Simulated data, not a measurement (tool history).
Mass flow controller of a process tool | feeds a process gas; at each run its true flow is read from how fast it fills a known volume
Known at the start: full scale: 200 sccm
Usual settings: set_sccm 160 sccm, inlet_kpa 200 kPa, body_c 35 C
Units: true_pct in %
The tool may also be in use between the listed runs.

run    hour  set_sccm  inlet_kpa  body_c  true_pct
  1       0       160        200      35     99.98
  2   150.6       160        200      35     99.77
  3   385.3       160        200      35      99.7
  4   668.8       160        200      35      99.6
  5   900.9       160        166      35     99.52
  6  1118.7       160        166      35     99.49
  7  1396.2       160        200      27     98.99
  8  1576.2       112        200      27     98.19
  9  1774.8       112        200      27     98.06
 10  2075.1       112        200      27     97.92
 11  2368.2       160        200      33     98.79
 12  2677.7       160        200      33     98.75
 13  2963.3       160        200      33     98.53
 14  3272.7       160        200      33     98.52
 15  3486.7       160        200      33     98.54
 16  3719.2        40        200      35     96.74
 17  3867.8       160        200      28     98.05
 18  4159.4       160        200      35     98.27
 19  4290.1       160        200      35     98.33
 20  4556.6       160        200      35      98.2
 21  4709.7       160        200      35     98.13
 22  4897.4        88        200      35     96.89
 23  5145.8        81        231      20     96.04
 24  5308.2       160        200      26     97.34
 25  5526.2       160        200      26      97.2
 26    5703       160        200      26     97.24
 27  5956.2       176        217      34     97.79
 28  6137.5       176        217      34     97.78
 29    6424       176        163      20     96.68
     6614.7  -- gauge calibrated
 30  6712.1        38        166      22      97.1
 31  7008.7        91        166      22     97.86
 32  7162.6        91        166      22     97.79
 33  7483.7        91        166      22     97.68
 34  7800.4       153        200      24     98.71
 35  7948.7        50        234      22     96.99
 36  8138.3        87        200      32     98.08
 37  8435.1        80        161      21        97
 38  8663.6       137        235      27     98.48
 39  8855.5       137        235      27     98.31
     9102.3  -- controller's zero set anew
 40  9112.6        81        275      27     97.55
 41  9311.6        81        275      27     97.46
 42  9457.8        95        254      26     97.53
 43  9595.5       160        187      28     98.26
 44  9776.4       160        187      28     98.27

3 ways to go on from here, each from the tool as it stands after run 44. What would each give?
  A  10087.5        77        194      36         ?
  B  10087.5       188        209      35         ?
  C  10087.5        25        248      22         ?

run  true_pct
  A     97.35
  B     98.87
  C     95.88
Without the tool's hidden state the same runs would have given:
run  true_pct
  A     98.66
  B    100.21
  C     97.18
